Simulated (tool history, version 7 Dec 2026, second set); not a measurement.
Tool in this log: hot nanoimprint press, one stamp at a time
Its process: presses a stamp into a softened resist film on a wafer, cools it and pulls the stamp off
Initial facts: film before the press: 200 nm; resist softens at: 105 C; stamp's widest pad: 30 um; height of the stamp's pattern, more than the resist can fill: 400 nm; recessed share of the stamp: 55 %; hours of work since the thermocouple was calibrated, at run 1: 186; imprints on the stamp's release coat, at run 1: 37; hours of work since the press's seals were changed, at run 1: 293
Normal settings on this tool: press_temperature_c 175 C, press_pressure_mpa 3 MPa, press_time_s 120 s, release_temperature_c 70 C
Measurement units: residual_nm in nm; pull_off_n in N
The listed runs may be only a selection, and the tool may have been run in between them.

run   hour  press_temperature_c  press_pressure_mpa  press_time_s  release_temperature_c  hours of work since the thermocouple was calibrated  imprints on the stamp's release coat  hours of work since the press's seals were changed  residual_nm  pull_off_n
  1      0                  175                   3           120                     70                                                  186                                    37                                                 293         94.7         195
  2    9.2                  175                   3           120                     70                                                  192                                    69                                                 298         94.7         196
  3   19.4                  175                   3           120                     70                                                  198                                   104                                                 304         94.5         195
  4   29.8                  175                   3           120                     70                                                  204                                   141                                                 311         94.3         195
  5   42.8                  175                   3           120                     70                                                  212                                   186                                                 319           95         200
  6   52.7                  175                   3           120                     70                                                  218                                   221                                                 324         95.1         202
  7   65.4                  175                   3           111                     70                                                  226                                   265                                                 332         97.5         206
  8   73.4                  175                   3           111                     70                                                  231                                   293                                                 337         97.3         203
  9   85.4                  175                4.11           120                     70                                                  238                                   335                                                 344           83         206
 10   95.3                  175                4.11           120                     70                                                  244                                   369                                                 350         82.9         206
 11  109.6                  175                4.11           120                     70                                                  252                                   419                                                 359         83.5         208
 12  119.7                  175                4.11           120                     70                                                  259                                   454                                                 365         82.4         210
 13  132.6                  175                4.11           120                     70                                                  266                                   499                                                 373         82.7         211
 14  145.8                  175                4.11           120                     70                                                  274                                   545                                                 381         83.2         207
 15  154.4                  175                   3           120                     70                                                  280                                   575                                                 386         95.5         219
 16  170.5                  164                   3           120                     70                                                  289                                   632                                                 396        144.1         217
     174.8  -- plate thermocouple calibrated
 17  183.3                  175                 4.3            74                     70                                                    5                                   666                                                 402        100.1         216
 18  197.8                  184                1.93           120                     70                                                   14                                   717                                                 410         81.4         220
 19  206.5                  175                   3           120                     61                                                   19                                   747                                                 416         96.9         279
 20  214.6                  175                   3           155                     56                                                   24                                   775                                                 421         87.7         314
     220.5  -- plate thermocouple calibrated, once more
 21  230.6                  181                1.98           125                     76                                                    6                                   820                                                 428         86.2         182
 22  244.5                  175                2.12            97                     70                                                   14                                   869                                                 437        114.8         217
 23  253.3                  173                2.12            81                     74                                                   20                                   900                                                 442        130.9         196
 24  264.9                  183                3.55           120                     70                                                   27                                   940                                                 449         61.4         221
 25  275.5                  171                3.53            83                     76                                                   33                                   977                                                 456          117         186
 26  285.5                  175                4.43           146                     70                                                   39                                  1012                                                 462         73.8         226
 27  294.7                  175                4.15           193                     55                                                   45                                  1044                                                 467         67.9         331
 28  308.3                  183                2.67           233                     55                                                   53                                  1092                                                 475         53.4         323
 29  321.7                  167                2.68           120                     70                                                   61                                  1139                                                 483        134.2         225

Here are 3 independent what-if runs from the current tool condition. What would each one return?
  A  329.2                  175                   3           120                     70                                                   66                                  1165                                                 488            ?           ?
  B  329.2                  167                2.68            71                     70                                                   66                                  1165                                                 488            ?           ?
  C  329.2                  172                2.68           120                     61                                                   66                                  1165                                                 488            ?           ?

run  residual_nm  pull_off_n
  A         94.1         227
  B          151         229
  C        110.9         290
With the hidden condition removed and each run's random variation left untouched, the same runs would have given:
run  residual_nm  pull_off_n
  A         92.7         190
  B        149.8         192
  C        109.5         243

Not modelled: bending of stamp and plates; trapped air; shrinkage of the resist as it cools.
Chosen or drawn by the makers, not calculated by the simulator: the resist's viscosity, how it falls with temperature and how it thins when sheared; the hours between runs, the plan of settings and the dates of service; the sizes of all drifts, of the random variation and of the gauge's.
